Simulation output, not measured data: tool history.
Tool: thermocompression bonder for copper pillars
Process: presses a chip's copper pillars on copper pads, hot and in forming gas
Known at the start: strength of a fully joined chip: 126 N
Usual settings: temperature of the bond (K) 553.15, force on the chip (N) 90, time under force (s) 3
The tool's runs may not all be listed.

run,day,temperature of the bond (K),force on the chip (N),time under force (s),force that shears a chip off (N)
1,0.000,553.15,90,3,85.9
2,0.625,553.15,60,3,70.2
3,1.212,539.15,90,3,76.8
4,1.688,553.15,90,3,85.3
5,2.200,526.15,90,3,68.9
6,2.854,526.15,90,3,68.2
7,3.383,553.15,90,3,84.5
8,3.758,553.15,90,3,85.3
9,4.167,553.15,90,3,85.2
10,4.650,553.15,57,3,68.0
11,5.146,556.15,57,3,69.2
12,5.788,556.15,57,3,69.6
13,6.379,556.15,57,2,61.0
# day 6.538: forming gas filter changed
14,6.929,553.15,90,3,86.6
15,7.225,553.15,90,3,86.5
16,7.733,553.15,90,2,77.7
17,8.275,553.15,90,2,77.8
# day 8.392: force cell calibrated
18,8.983,553.15,90,2,78.4
19,9.496,553.15,90,2,77.9
20,10.146,553.15,90,2,77.5
# day 10.758: force cell calibrated, once more
21,10.771,573.15,65,6,100.1
22,11.075,582.15,58,2,77.1
23,11.525,582.15,58,2,77.4
24,12.154,582.15,58,2,76.8
25,12.650,529.15,90,3,70.0
26,13.142,549.15,100,4,93.8
27,13.546,575.15,90,8,114.8
28,13.921,575.15,90,8,114.3
29,14.471,575.15,122,8,120.0
30,14.988,571.15,96,2,90.0
31,15.638,569.15,112,3,101.7
32,15.929,555.15,57,2,60.2
33,16.321,555.15,57,2,59.9
34,16.975,553.15,108,4,98.5
35,17.288,540.15,87,3,75.9
36,17.821,553.15,90,6,100.8
37,18.300,553.15,90,6,100.4
38,18.804,529.15,85,9,92.8
39,19.179,524.15,90,2,57.9

Measured less the same run without the tool's hidden state. The same run-to-run variation is in both; the gauge's scatter may not be:
The hidden state here: true temperature of the bond over the reading, C; force that reaches the chip, % of what is set; oxide that the forming gas leaves, % of the face; drift of the gauge itself on shear_n, %.
run,force that shears a chip off (N)
1,-2.3
2,-2.1
3,-2.4
4,-2.6
5,-2.4
6,-2.5
7,-2.8
8,-2.9
9,-2.9
10,-2.5
11,-2.7
12,-2.7
13,-2.5
14,-1.2
15,-1.3
16,-1.3
17,-1.4
18,-1.4
19,-1.4
20,-1.5
21,-1.8
22,-1.9
23,-1.9
24,-2.0
25,-2.4
26,-2.4
27,-1.8
28,-1.8
29,-1.6
30,-2.5
31,-2.4
32,-2.4
33,-2.4
34,-2.8
35,-3.0
36,-2.9
37,-3.0
38,-3.4
39,-2.9

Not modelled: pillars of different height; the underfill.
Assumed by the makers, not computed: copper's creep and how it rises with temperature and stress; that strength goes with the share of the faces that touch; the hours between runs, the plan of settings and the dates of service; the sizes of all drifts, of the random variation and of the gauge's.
